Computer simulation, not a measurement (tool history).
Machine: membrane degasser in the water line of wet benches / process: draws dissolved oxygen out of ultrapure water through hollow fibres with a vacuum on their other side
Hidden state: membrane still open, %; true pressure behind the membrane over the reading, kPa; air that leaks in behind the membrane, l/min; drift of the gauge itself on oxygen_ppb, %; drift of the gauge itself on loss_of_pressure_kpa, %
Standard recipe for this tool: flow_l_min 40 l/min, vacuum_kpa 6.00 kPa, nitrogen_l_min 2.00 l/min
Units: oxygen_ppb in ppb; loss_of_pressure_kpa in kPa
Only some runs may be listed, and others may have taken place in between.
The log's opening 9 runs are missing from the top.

| run | day | flow_l_min | vacuum_kpa | nitrogen_l_min | hours since the membrane was changed | hours since the vacuum gauge was calibrated | hours since the vacuum lines were made tight | oxygen_ppb | loss_of_pressure_kpa |
|---|---|---|---|---|---|---|---|---|---|
| 10 | 18.092 | 40 | 4.59 | 2.00 | 788 | 3902 | 434 | 69.3 | 46.31 |
| 11 | 19.192 | 40 | 4.59 | 2.00 | 814 | 3929 | 461 | 69.9 | 46.78 |
| 12 | 21.700 | 40 | 4.59 | 2.00 | 875 | 3989 | 521 | 70.5 | 46.54 |
| 13 | 23.038 | 40 | 5.43 | 2.00 | 907 | 4021 | 553 | 106.4 | 46.56 |
| 14 | 24.867 | 30 | 6.00 | 2.00 | 951 | 4065 | 597 | 102.2 | 34.92 |
| 15 | 26.062 | 30 | 6.00 | 2.00 | 979 | 4093 | 625 | 101.8 | 34.64 |
| 16 | 27.192 | 30 | 6.00 | 2.00 | 1006 | 4121 | 653 | 102.5 | 35.20 |
| 17 | 28.396 | 53 | 4.01 | 0.98 | 1035 | 4149 | 682 | 108.6 | 61.98 |
| 18 | 30.292 | 53 | 4.01 | 0.98 | 1081 | 4195 | 727 | 109.9 | 61.66 |
| 19 | 31.429 | 27 | 6.00 | 1.05 | 1108 | 4222 | 754 | 161.0 | 31.30 |
| 20 | 33.408 | 26 | 5.87 | 0.81 | 1155 | 4270 | 802 | 185.1 | 30.36 |
| 21 | 34.896 | 52 | 14.33 | 1.40 | 1191 | 4306 | 838 | 789.9 | 60.36 |
| 22 | 36.033 | 52 | 14.33 | 1.40 | 1218 | 4333 | 865 | 793.5 | 60.81 |
| 23 | 37.354 | 61 | 14.33 | 2.23 | 1250 | 4364 | 897 | 638.5 | 71.40 |
| 24 | 38.762 | 40 | 7.74 | 2.00 | 1284 | 4398 | 930 | 210.4 | 46.47 |
| 25 | 40.238 | 30 | 7.74 | 1.17 | 1319 | 4434 | 966 | 255.0 | 34.85 |
| 26 | 42.538 | 30 | 7.74 | 1.17 | 1375 | 4489 | 1021 | 256.5 | 34.95 |
| 27 | 43.621 | 25 | 5.00 | 2.29 | 1401 | 4515 | 1047 | 50.2 | 29.12 |
| 28 | 45.938 | 46 | 5.00 | 2.29 | 1456 | 4571 | 1103 | 93.3 | 53.82 |
| 29 | 47.792 | 45 | 5.35 | 3.36 | 1501 | 4615 | 1147 | 76.5 | 52.69 |

Estimate the outcome of run 30 from the log above:
| 30 | 48.912 | 40 | 11.33 | 2.00 | 1528 | 4642 | 1174 | ? | ? |

{"run 30": {"oxygen_ppb": 364.7, "loss_of_pressure_kpa": 46.79}}
The same run, on a tool lacking any hidden state, would have yielded oxygen_ppb 356.8 ppb, loss_of_pressure_kpa 46.32 kPa.

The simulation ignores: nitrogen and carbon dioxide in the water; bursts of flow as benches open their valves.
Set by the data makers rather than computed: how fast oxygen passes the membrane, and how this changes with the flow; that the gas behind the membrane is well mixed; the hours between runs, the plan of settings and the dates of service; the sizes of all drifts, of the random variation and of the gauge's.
